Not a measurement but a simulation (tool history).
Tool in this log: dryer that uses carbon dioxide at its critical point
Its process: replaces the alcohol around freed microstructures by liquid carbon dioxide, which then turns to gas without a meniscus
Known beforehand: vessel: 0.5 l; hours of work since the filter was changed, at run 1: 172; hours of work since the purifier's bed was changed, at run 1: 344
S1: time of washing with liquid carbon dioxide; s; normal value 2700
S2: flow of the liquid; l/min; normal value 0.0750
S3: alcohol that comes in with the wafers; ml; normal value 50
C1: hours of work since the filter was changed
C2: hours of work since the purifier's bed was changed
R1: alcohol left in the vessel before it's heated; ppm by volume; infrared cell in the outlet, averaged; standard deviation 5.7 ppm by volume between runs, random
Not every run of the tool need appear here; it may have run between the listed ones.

| run | hour | S1 | S2 | S3 | C1 | C2 | R1 |
|---|---|---|---|---|---|---|---|
| 1 | 0.0 | 2700 | 0.0750 | 50 | 172 | 344 | 372 |
| 2 | 43.0 | 2700 | 0.0750 | 50 | 202 | 374 | 438 |
| 3 | 74.3 | 2700 | 0.0514 | 50 | 224 | 396 | 2144 |
|  | 94.9 | inlet filter changed |
| 4 | 105.5 | 2700 | 0.0514 | 50 | 7 | 417 | 1466 |
| 5 | 133.7 | 2700 | 0.0524 | 50 | 27 | 437 | 1417 |
| 6 | 185.8 | 2700 | 0.0524 | 50 | 63 | 473 | 1536 |
| 7 | 225.9 | 2700 | 0.0524 | 50 | 91 | 501 | 1655 |
| 8 | 277.5 | 2700 | 0.0524 | 50 | 127 | 537 | 1824 |
| 9 | 311.3 | 2700 | 0.0524 | 50 | 151 | 561 | 1883 |
| 10 | 364.3 | 2700 | 0.0727 | 50 | 188 | 598 | 568 |
| 11 | 394.8 | 2700 | 0.0727 | 50 | 209 | 619 | 620 |
|  | 433.8 | inlet filter changed |
| 12 | 447.8 | 2700 | 0.0750 | 32 | 10 | 655 | 304 |
| 13 | 493.8 | 2700 | 0.0750 | 32 | 42 | 687 | 324 |
| 14 | 532.3 | 3900 | 0.0750 | 50 | 69 | 714 | 207 |
| 15 | 581.8 | 2340 | 0.0836 | 96 | 103 | 748 | 813 |
| 16 | 603.2 | 2700 | 0.1222 | 32 | 118 | 763 | 210 |
|  | 627.5 | purifier's bed changed |
| 17 | 646.1 | 2940 | 0.0522 | 108 | 146 | 13 | 2722 |
| 18 | 688.8 | 2940 | 0.0522 | 108 | 176 | 43 | 2810 |
| 19 | 719.4 | 2940 | 0.0522 | 108 | 197 | 64 | 3040 |
| 20 | 762.0 | 2940 | 0.0522 | 108 | 227 | 94 | 3251 |
|  | 775.1 | inlet filter changed |
| 21 | 804.6 | 2940 | 0.0522 | 108 | 21 | 123 | 1899 |
| 22 | 857.0 | 2040 | 0.1064 | 25 | 57 | 159 | 117 |
| 23 | 892.8 | 2040 | 0.1064 | 25 | 82 | 184 | 132 |
| 24 | 937.7 | 3000 | 0.0903 | 25 | 113 | 216 | 68 |
| 25 | 974.6 | 3000 | 0.0903 | 25 | 139 | 241 | 88 |
| 26 | 1016.0 | 3000 | 0.0903 | 25 | 168 | 270 | 102 |
| 27 | 1056.3 | 1860 | 0.0687 | 32 | 196 | 298 | 1782 |
| 28 | 1093.5 | 3540 | 0.0464 | 32 | 222 | 324 | 747 |

Here are 4 independent what-if runs from the current tool condition. What would each one return?
|  | 1114.6 | inlet filter changed |
| A | 1145.1 | 4140 | 0.0464 | 75 | 21 | 360 | ? |
|  | 1114.6 | inlet filter changed |
| B | 1145.1 | 2880 | 0.0767 | 102 | 21 | 360 | ? |
|  | 1114.6 | inlet filter changed |
| C | 1145.1 | 2520 | 0.0464 | 110 | 21 | 360 | ? |
|  | 1114.6 | inlet filter changed |
| D | 1145.1 | 2700 | 0.1056 | 24 | 21 | 360 | ? |

| run | R1 |
|---|---|
| A | 480 |
| B | 325 |
| C | 6033 |
| D | 114 |
Take away the tool's hidden state, keep each run's random variation, and the runs would have read:
| run | R1 |
|---|---|
| A | 364 |
| B | 216 |
| C | 5719 |
| D | 18 |

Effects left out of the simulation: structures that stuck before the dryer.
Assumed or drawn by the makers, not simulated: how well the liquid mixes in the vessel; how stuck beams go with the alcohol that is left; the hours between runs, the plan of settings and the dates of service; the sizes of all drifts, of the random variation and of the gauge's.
